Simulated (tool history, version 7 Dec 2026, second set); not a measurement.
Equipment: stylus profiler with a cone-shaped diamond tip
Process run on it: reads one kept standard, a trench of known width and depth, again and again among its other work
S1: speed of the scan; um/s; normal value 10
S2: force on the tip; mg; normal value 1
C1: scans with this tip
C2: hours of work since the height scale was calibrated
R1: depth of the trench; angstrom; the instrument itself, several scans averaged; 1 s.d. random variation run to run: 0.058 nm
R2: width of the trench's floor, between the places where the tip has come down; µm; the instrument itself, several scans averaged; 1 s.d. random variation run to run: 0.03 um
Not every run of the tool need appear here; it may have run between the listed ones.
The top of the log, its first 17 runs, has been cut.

run,hour,S1,S2,C1,C2,R1,R2
18,219,10,2.79,1846,205,1009.1,18.63
19,235.8,10,2.79,1941,216,1008.9,18.61
20,244.5,10,2.79,1990,221,1007.5,18.63
21,261.4,10,1,2085,232,1004.3,18.53
22,272.7,10,1,2149,239,1002.9,18.61
23,290.2,10,1,2248,250,1004.3,18.56
24,307.4,14,1,2344,260,1004.6,18.49
25,316.3,15,0.93,2394,266,1005.2,18.51
26,326.7,14,1.53,2453,272,1006.8,18.49
27,341.9,3,1,2538,282,1004.6,18.59
28,352.8,21,1.53,2600,289,1006.2,18.47
29,361.3,21,1.53,2648,294,1006.7,18.47
30,369.2,10,0.84,2692,299,1005.2,18.54
31,384.2,5,1.73,2777,308,1007,18.56
32,395.9,5,1.73,2843,316,1006.5,18.59

What does the tool deliver on the next run?
33,406.5,5,1.73,2902,322,?,?

Run 33 came out at R1 1007.8 angstrom, R2 18.51 µm.
Had the tool carried no hidden state, the very same run would have given R1 1006.6 angstrom, R2 18.66 µm.
